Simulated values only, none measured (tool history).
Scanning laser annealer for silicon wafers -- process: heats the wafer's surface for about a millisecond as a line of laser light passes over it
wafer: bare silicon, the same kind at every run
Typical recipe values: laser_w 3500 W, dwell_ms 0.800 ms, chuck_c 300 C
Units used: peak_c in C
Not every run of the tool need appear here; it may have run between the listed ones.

run	hour	laser_w	dwell_ms	chuck_c	peak_c
1	0.0	3500	0.800	300	1087
2	17.8	3500	0.800	300	1087
3	40.0	3500	0.800	310	1093
4	60.6	3036	0.800	300	965
5	74.2	3500	0.800	300	1083
6	94.5	3500	0.800	300	1085
7	115.2	3500	0.800	300	1082
8	131.6	3500	0.800	300	1084
9	147.6	3500	0.800	300	1080
10	159.1	3227	0.800	300	1009
11	178.8	3227	0.800	300	1009
12	206.6	3227	0.800	300	1010
13	219.7	3227	0.800	300	1009
14	242.4	3500	0.791	300	1072
15	262.1	3072	0.800	300	968
16	275.5	3072	0.800	300	967
17	288.1	3072	0.800	300	967
18	314.8	3072	0.800	300	963
19	329.9	3072	0.800	300	963
20	344.4	3500	0.800	300	1071
21	360.7	3500	0.619	266	956
22	386.0	3500	0.619	266	953
23	404.0	3500	0.800	327	1100
24	422.4	3500	0.800	327	1097
25	447.7	3500	0.863	334	1128
26	473.0	3500	0.863	334	1131
27	491.1	3631	0.677	330	1075
28	506.3	2981	0.637	300	876
29	525.4	3278	0.800	311	1020
30	548.9	3278	0.800	311	1021
31	567.7	3781	0.778	300	1129
32	580.6	3290	0.800	321	1032
33	594.1	3290	0.701	321	991
34	617.8	3290	0.701	321	989
35	632.0	3290	0.701	321	989
# hour 655.0: window over the wafer cleaned
36	661.4	3290	0.701	321	1014
37	680.6	3634	0.828	300	1137
38	706.7	3500	0.665	329	1055
39	721.3	3164	0.654	300	939
40	749.2	3164	0.654	300	941

The same runs without the tool's hidden state, with the same run-to-run variation:
The hidden state here: light that passes the window, % of a clean one's; laser's true power over the reading, %; width of the line over the set one, %; drift of the gauge itself on peak_c, C.
run	peak_c
1	1107
2	1107
3	1114
4	983
5	1106
6	1108
7	1106
8	1109
9	1105
10	1033
11	1033
12	1034
13	1034
14	1101
15	994
16	992
17	993
18	989
19	991
20	1103
21	985
22	983
23	1135
24	1132
25	1165
26	1169
27	1112
28	905
29	1056
30	1058
31	1173
32	1070
33	1027
34	1026
35	1027
36	1027
37	1154
38	1070
39	954
40	956
